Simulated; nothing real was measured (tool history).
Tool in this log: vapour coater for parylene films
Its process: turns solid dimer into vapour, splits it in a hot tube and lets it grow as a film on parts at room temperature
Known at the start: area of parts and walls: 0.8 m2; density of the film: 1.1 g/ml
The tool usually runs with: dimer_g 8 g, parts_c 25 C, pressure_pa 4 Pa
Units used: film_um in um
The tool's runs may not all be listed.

run 1 day=0 | dimer_g=8 parts_c=25 pressure_pa=4 | film_um=4.97
run 2 day=2.262 | dimer_g=10 parts_c=25 pressure_pa=4 | film_um=6.24
run 3 day=4.588 | dimer_g=10 parts_c=25 pressure_pa=4 | film_um=6.18
run 4 day=6.508 | dimer_g=10 parts_c=25 pressure_pa=4 | film_um=6.26
run 5 day=8.475 | dimer_g=8 parts_c=25 pressure_pa=4 | film_um=4.98
run 6 day=10.262 | dimer_g=8 parts_c=25 pressure_pa=4 | film_um=4.97
run 7 day=12.458 | dimer_g=8 parts_c=25 pressure_pa=4 | film_um=5.03
run 8 day=13.996 | dimer_g=8 parts_c=25 pressure_pa=4 | film_um=5.02
run 9 day=16.342 | dimer_g=8 parts_c=35 pressure_pa=4 | film_um=3.6
run 10 day=18.138 | dimer_g=8 parts_c=35 pressure_pa=4 | film_um=3.65
run 11 day=20.45 | dimer_g=5 parts_c=25 pressure_pa=4 | film_um=3.11
run 12 day=22.783 | dimer_g=11 parts_c=25 pressure_pa=4 | film_um=6.84
run 13 day=25.096 | dimer_g=8 parts_c=25 pressure_pa=4 | film_um=4.97
run 14 day=26.958 | dimer_g=8 parts_c=25 pressure_pa=4 | film_um=4.96
run 15 day=28.892 | dimer_g=8 parts_c=25 pressure_pa=4 | film_um=5
run 16 day=30.988 | dimer_g=8 parts_c=23 pressure_pa=4 | film_um=5.27
run 17 day=32.621 | dimer_g=6 parts_c=25 pressure_pa=4 | film_um=3.75
run 18 day=34.362 | dimer_g=8 parts_c=25 pressure_pa=8 | film_um=4.69
run 19 day=36.033 | dimer_g=8 parts_c=25 pressure_pa=8 | film_um=4.66
run 20 day=38.142 | dimer_g=8 parts_c=25 pressure_pa=8 | film_um=4.65
run 21 day=39.554 | dimer_g=4 parts_c=20 pressure_pa=3.29 | film_um=3
run 22 day=41.762 | dimer_g=4 parts_c=22 pressure_pa=9.24 | film_um=2.5
run 23 day=42.792 | dimer_g=4 parts_c=22 pressure_pa=9.24 | film_um=2.52
run 24 day=43.842 | dimer_g=8 parts_c=25 pressure_pa=5.02 | film_um=4.86
run 25 day=45.821 | dimer_g=8 parts_c=25 pressure_pa=5.02 | film_um=4.89
run 26 day=47.542 | dimer_g=8 parts_c=25 pressure_pa=5.02 | film_um=4.88
run 27 day=48.942 | dimer_g=8 parts_c=25 pressure_pa=5.02 | film_um=4.8
run 28 day=50.871 | dimer_g=8 parts_c=31 pressure_pa=7.19 | film_um=3.89
run 29 day=52.738 | dimer_g=13 parts_c=17 pressure_pa=5.17 | film_um=10.22
run 30 day=53.829 | dimer_g=13 parts_c=20 pressure_pa=2.07 | film_um=10.09
run 31 day=55.292 | dimer_g=7 parts_c=34 pressure_pa=2.26 | film_um=3.47
run 32 day=57.588 | dimer_g=8 parts_c=22 pressure_pa=6.67 | film_um=5.22
run 33 day=59.121 | dimer_g=8 parts_c=22 pressure_pa=6.67 | film_um=5.13
run 34 day=61.225 | dimer_g=9 parts_c=31 pressure_pa=6.67 | film_um=4.42
run 35 day=62.354 | dimer_g=8 parts_c=32 pressure_pa=2.29 | film_um=4.23
run 36 day=64.167 | dimer_g=11 parts_c=18 pressure_pa=9.62 | film_um=7.76
run 37 day=66.1 | dimer_g=11 parts_c=18 pressure_pa=9.62 | film_um=7.79
run 38 day=67.762 | dimer_g=7 parts_c=18 pressure_pa=3.35 | film_um=5.52

Taken out of this log: 3 entries between the listed runs. Where each belongs, and how the hidden state differs across it:
Between runs 11 and 12: trap's valve overhauled (day 22.3)
  vapour lost through the trap's worn valve, %: 0.3 -> 0
Between runs 28 and 29: trap's valve overhauled (day 52.112)
  vapour lost through the trap's worn valve, %: 0.3 -> 0
Between runs 36 and 37: table's thermometer calibrated (day 64.388)
  true temperature of the parts over the reading, C: -0.03 -> 0
